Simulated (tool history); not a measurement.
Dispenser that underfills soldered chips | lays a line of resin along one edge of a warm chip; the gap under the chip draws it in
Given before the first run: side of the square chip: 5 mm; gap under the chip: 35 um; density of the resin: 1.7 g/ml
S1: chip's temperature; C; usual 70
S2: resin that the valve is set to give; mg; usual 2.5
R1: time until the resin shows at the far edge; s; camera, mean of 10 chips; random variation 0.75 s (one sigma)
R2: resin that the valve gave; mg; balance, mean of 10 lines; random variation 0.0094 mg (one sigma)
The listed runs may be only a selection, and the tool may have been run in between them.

Run 1, hour 0: usual settings. Result: R1 92.8 s, R2 2.479 mg.
At hour 1.9: new syringe of resin.
Run 2, hour 4.4: usual settings. Result: R1 73.2 s, R2 2.443 mg.
Run 3, hour 7: usual settings. Result: R1 80.2 s, R2 2.467 mg.
Run 4, hour 10.4: usual settings but S1 64 C. Result: R1 120.2 s, R2 2.459 mg.
At hour 12.7: new syringe of resin.
Run 5, hour 14.8: usual settings. Result: R1 71.3 s, R2 2.425 mg.
Run 6, hour 18.7: usual settings but S2 2.7 mg. Result: R1 83.1 s, R2 2.639 mg.
At hour 23.6: new syringe of resin.
Run 7, hour 24: usual settings but S2 2.7 mg. Result: R1 67.5 s, R2 2.612 mg.
Run 8, hour 28.7: usual settings but S2 2.7 mg. Result: R1 81 s, R2 2.633 mg.
Run 9, hour 33.8: usual settings but S2 2.7 mg. Result: R1 95.1 s, R2 2.625 mg.
At hour 34.4: new syringe of resin.
Run 10, hour 37.9: usual settings. Result: R1 77.9 s, R2 2.415 mg.
Run 11, hour 43.6: usual settings. Result: R1 93.4 s, R2 2.421 mg.
At hour 45.5: new syringe of resin.
Run 12, hour 48.1: usual settings but S1 75 C. Result: R1 60.5 s, R2 2.408 mg.
Run 13, hour 50.6: usual settings but S1 64 C. Result: R1 104.5 s, R2 2.406 mg.
At hour 56.2: new syringe of resin.
Run 14, hour 57.1: usual settings. Result: R1 72.1 s, R2 2.401 mg.
Run 15, hour 62.4: usual settings. Result: R1 83.1 s, R2 2.398 mg.
Run 16, hour 64.9: usual settings but S1 83 C, S2 2.7 mg. Result: R1 53.2 s, R2 2.586 mg.
At hour 67.3: new syringe of resin.
Run 17, hour 71.1: usual settings but S1 79 C, S2 2.32 mg. Result: R1 52.5 s, R2 2.237 mg.
Run 18, hour 74.1: usual settings but S1 79 C, S2 2.51 mg. Result: R1 58.6 s, R2 2.389 mg.
At hour 78.3: new syringe of resin.
Run 19, hour 80.1: usual settings but S1 56 C. Result: R1 131.2 s, R2 2.368 mg.

Run 20 has not been measured yet. What should we expect?
Run 20, hour 83.7: usual settings but S1 56 C, S2 2.1 mg. Result: R1 ?, R2 ?.

Run 20 gave R1 159.1 s, R2 1.997 mg.
Take away the tool's hidden state, keep the run-to-run variation as it was, and the same run would have given R1 136 s, R2 2.099 mg.
